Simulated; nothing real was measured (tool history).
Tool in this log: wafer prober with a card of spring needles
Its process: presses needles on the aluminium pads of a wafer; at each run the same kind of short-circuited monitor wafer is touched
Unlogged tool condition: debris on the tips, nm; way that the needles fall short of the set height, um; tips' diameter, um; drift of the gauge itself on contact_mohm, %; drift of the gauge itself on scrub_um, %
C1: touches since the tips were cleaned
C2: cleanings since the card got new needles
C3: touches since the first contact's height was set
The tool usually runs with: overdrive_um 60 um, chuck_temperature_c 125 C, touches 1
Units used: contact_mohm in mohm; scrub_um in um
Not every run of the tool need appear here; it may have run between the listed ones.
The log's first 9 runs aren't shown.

run 10 hour=81.9 | overdrive_um=59 chuck_temperature_c=125 touches=1 | C1=2659 C2=15 C3=87322 | contact_mohm=246 scrub_um=16.21
run 11 hour=89.6 | overdrive_um=60 chuck_temperature_c=34 touches=1 | C1=4501 C2=15 C3=89164 | contact_mohm=227 scrub_um=16.51
-- hour=92.4 tips cleaned on abrasive film
run 12 hour=98.7 | overdrive_um=60 chuck_temperature_c=34 touches=1 | C1=1500 C2=16 C3=91308 | contact_mohm=230 scrub_um=16.39
run 13 hour=106.8 | overdrive_um=60 chuck_temperature_c=92 touches=1 | C1=3418 C2=16 C3=93226 | contact_mohm=236 scrub_um=16.41
-- hour=114.0 tips cleaned on abrasive film
-- hour=114.9 gauge calibrated
run 14 hour=118.4 | overdrive_um=60 chuck_temperature_c=92 touches=1 | C1=1039 C2=17 C3=95966 | contact_mohm=238 scrub_um=16.73
run 15 hour=130.2 | overdrive_um=60 chuck_temperature_c=92 touches=1 | C1=3832 C2=17 C3=98759 | contact_mohm=242 scrub_um=16.66
-- hour=135.2 tips cleaned on abrasive film
run 16 hour=136.0 | overdrive_um=60 chuck_temperature_c=92 touches=1 | C1=182 C2=18 C3=100115 | contact_mohm=241 scrub_um=16.61
run 17 hour=143.6 | overdrive_um=60 chuck_temperature_c=125 touches=1 | C1=1994 C2=18 C3=101927 | contact_mohm=245 scrub_um=16.65
-- hour=156.3 tips cleaned on abrasive film
run 18 hour=156.3 | overdrive_um=74 chuck_temperature_c=72 touches=2 | C1=0 C2=19 C3=104925 | contact_mohm=234 scrub_um=20.45
run 19 hour=166.7 | overdrive_um=74 chuck_temperature_c=72 touches=2 | C1=2476 C2=19 C3=107401 | contact_mohm=228 scrub_um=20.44
run 20 hour=172.9 | overdrive_um=57 chuck_temperature_c=39 touches=3 | C1=3949 C2=19 C3=108874 | contact_mohm=232 scrub_um=15.79
-- hour=177.8 tips cleaned on abrasive film
run 21 hour=184.9 | overdrive_um=53 chuck_temperature_c=118 touches=1 | C1=1710 C2=20 C3=111710 | contact_mohm=247 scrub_um=14.56
run 22 hour=192.8 | overdrive_um=53 chuck_temperature_c=118 touches=1 | C1=3575 C2=20 C3=113575 | contact_mohm=247 scrub_um=14.58
run 23 hour=198.7 | overdrive_um=69 chuck_temperature_c=54 touches=2 | C1=4977 C2=20 C3=114977 | contact_mohm=230 scrub_um=18.95
-- hour=199.9 tips cleaned on abrasive film
run 24 hour=210.7 | overdrive_um=69 chuck_temperature_c=54 touches=2 | C1=2556 C2=21 C3=117798 | contact_mohm=225 scrub_um=18.84
-- hour=221.2 tips cleaned on abrasive film
run 25 hour=223.1 | overdrive_um=69 chuck_temperature_c=54 touches=2 | C1=450 C2=22 C3=120723 | contact_mohm=228 scrub_um=18.93
run 26 hour=233.9 | overdrive_um=69 chuck_temperature_c=54 touches=2 | C1=3029 C2=22 C3=123302 | contact_mohm=227 scrub_um=18.89
-- hour=242.6 tips cleaned on abrasive film
run 27 hour=243.5 | overdrive_um=69 chuck_temperature_c=54 touches=2 | C1=215 C2=23 C3=125554 | contact_mohm=226 scrub_um=18.82
run 28 hour=255.3 | overdrive_um=60 chuck_temperature_c=121 touches=1 | C1=3014 C2=23 C3=128353 | contact_mohm=246 scrub_um=16.33
-- hour=264.7 tips cleaned on abrasive film
run 29 hour=266.3 | overdrive_um=60 chuck_temperature_c=121 touches=1 | C1=390 C2=24 C3=130962 | contact_mohm=246 scrub_um=16.32
run 30 hour=274.8 | overdrive_um=46 chuck_temperature_c=62 touches=1 | C1=2399 C2=24 C3=132971 | contact_mohm=235 scrub_um=12.49
-- hour=286.0 tips cleaned on abrasive film
run 31 hour=287.1 | overdrive_um=46 chuck_temperature_c=62 touches=1 | C1=279 C2=25 C3=135885 | contact_mohm=239 scrub_um=12.41
run 32 hour=297.4 | overdrive_um=71 chuck_temperature_c=60 touches=2 | C1=2720 C2=25 C3=138326 | contact_mohm=231 scrub_um=19.29
-- hour=307.6 tips cleaned on abrasive film
run 33 hour=310.0 | overdrive_um=74 chuck_temperature_c=125 touches=1 | C1=572 C2=26 C3=141285 | contact_mohm=245 scrub_um=19.95

Consider 3 possible next runs. They are alternatives, not a sequence: every one starts from the tool as it was left by run 33. What does each give?
-- hour=319.6 height of the first contact set anew
run A hour=319.6 | overdrive_um=51 chuck_temperature_c=72 touches=1 | C1=2789 C2=26 C3=0 | contact_mohm=? scrub_um=?
-- hour=319.6 height of the first contact set anew
run B hour=319.6 | overdrive_um=55 chuck_temperature_c=104 touches=1 | C1=2789 C2=26 C3=0 | contact_mohm=? scrub_um=?
-- hour=319.6 height of the first contact set anew
run C hour=319.6 | overdrive_um=74 chuck_temperature_c=48 touches=1 | C1=2789 C2=26 C3=0 | contact_mohm=? scrub_um=?

run=A contact_mohm=240 scrub_um=13.82
run=B contact_mohm=243 scrub_um=14.87
run=C contact_mohm=229 scrub_um=19.91
Without the tool's unlogged condition, the same runs would have read:
run=A contact_mohm=239 scrub_um=14.20
run=B contact_mohm=243 scrub_um=15.29
run=C contact_mohm=228 scrub_um=20.46
